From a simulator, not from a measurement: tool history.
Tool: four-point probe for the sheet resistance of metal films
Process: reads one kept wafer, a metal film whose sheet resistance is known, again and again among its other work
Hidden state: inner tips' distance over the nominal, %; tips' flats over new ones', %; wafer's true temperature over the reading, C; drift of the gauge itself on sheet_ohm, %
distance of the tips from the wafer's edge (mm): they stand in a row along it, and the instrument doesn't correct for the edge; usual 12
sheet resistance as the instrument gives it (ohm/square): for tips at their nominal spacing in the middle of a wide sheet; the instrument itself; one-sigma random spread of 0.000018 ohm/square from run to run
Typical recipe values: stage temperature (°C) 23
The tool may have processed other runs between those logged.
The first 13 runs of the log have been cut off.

run,day,stage temperature (°C),distance of the tips from the wafer's edge (mm),touches since the probe head was changed,hours of work since the stage's thermometer was calibrated,sheet resistance as the instrument gives it (ohm/square)
14,15.546,21,12,27051,1196,0.092268
15,17.100,21,38,27884,1211,0.092160
16,17.938,21,38,28332,1220,0.092141
17,19.233,21,38,29026,1232,0.092174
18,21.079,21,38,30015,1250,0.092155
19,22.129,20,5,30577,1260,0.092602
# day 22.233: stage's thermometer calibrated
20,24.025,21,30,31582,17,0.092199
21,24.921,21,30,32062,26,0.092185
22,26.038,18,38,32661,37,0.092042
23,27.533,29,4,33461,52,0.093263
# day 28.338: stage's thermometer calibrated, once more
24,29.129,29,4,34305,8,0.093137
25,30.342,29,4,34953,19,0.093124

Run 26 is up next; what results do you expect?
26,32.017,29,4,35851,36,?

{"run 26": {"sheet resistance as the instrument gives it (ohm/square)": 0.093088}}
Without the tool's hidden state the same run would have given sheet resistance as the instrument gives it (ohm/square) 0.092763.

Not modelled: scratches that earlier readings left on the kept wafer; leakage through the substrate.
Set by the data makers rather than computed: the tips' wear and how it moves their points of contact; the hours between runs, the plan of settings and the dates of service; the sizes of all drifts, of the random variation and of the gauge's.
